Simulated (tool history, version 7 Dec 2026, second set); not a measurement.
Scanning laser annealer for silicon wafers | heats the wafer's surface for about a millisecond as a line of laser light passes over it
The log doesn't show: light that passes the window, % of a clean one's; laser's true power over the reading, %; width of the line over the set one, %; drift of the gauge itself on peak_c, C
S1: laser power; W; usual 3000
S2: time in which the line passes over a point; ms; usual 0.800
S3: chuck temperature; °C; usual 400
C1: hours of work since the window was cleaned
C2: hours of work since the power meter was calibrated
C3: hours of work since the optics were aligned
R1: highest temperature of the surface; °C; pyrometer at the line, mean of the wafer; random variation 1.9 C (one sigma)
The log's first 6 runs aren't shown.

Run 7, hour 186.9: usual settings; C1 12; C2 336; C3 684. Result: R1 1177 °C.
Run 8, hour 211.2: usual settings; C1 23; C2 347; C3 696. Result: R1 1180 °C.
Run 9, hour 247.8: usual settings but S2 0.907 ms; C1 41; C2 365; C3 714. Result: R1 1225 °C.
Run 10, hour 268.8: usual settings but S2 0.907 ms; C1 51; C2 375; C3 724. Result: R1 1223 °C.
Run 11, hour 294.1: usual settings but S2 0.907 ms; C1 63; C2 387; C3 736. Result: R1 1225 °C.
Run 12, hour 318.9: usual settings; C1 75; C2 399; C3 748. Result: R1 1173 °C.
Run 13, hour 342.9: usual settings; C1 87; C2 411; C3 760. Result: R1 1172 °C.
Run 14, hour 371.1: usual settings but S3 376 °C; C1 100; C2 424; C3 773. Result: R1 1146 °C.
Run 15, hour 406.2: usual settings but S3 376 °C; C1 117; C2 441; C3 790. Result: R1 1145 °C.
Run 16, hour 447.4: usual settings but S2 0.962 ms; C1 137; C2 461; C3 810. Result: R1 1243 °C.
Run 17, hour 481.7: usual settings but S2 0.962 ms; C1 153; C2 478; C3 826. Result: R1 1243 °C.
Run 18, hour 505.2: usual settings but S2 0.962 ms; C1 165; C2 489; C3 838. Result: R1 1239 °C.
Run 19, hour 528.1: usual settings but S1 3110 W, S2 0.962 ms; C1 176; C2 500; C3 849. Result: R1 1274 °C.
Run 20, hour 568.0: usual settings but S1 3110 W, S2 0.962 ms; C1 195; C2 519; C3 868. Result: R1 1270 °C.
Run 21, hour 599.5: usual settings but S1 3250 W, S2 0.962 ms; C1 210; C2 534; C3 883. Result: R1 1324 °C.
Run 22, hour 635.7: usual settings but S1 3250 W, S2 0.780 ms, S3 398 °C; C1 228; C2 552; C3 900. Result: R1 1221 °C.

The next listed run, before its measurement:
Run 23, hour 653.8: usual settings but S2 0.702 ms, S3 366 °C; C1 236; C2 560; C3 909. Result: R1 ?.

Run 23 gave R1 1075 °C.
Without the tool's hidden state the same run would have given R1 1107 °C.
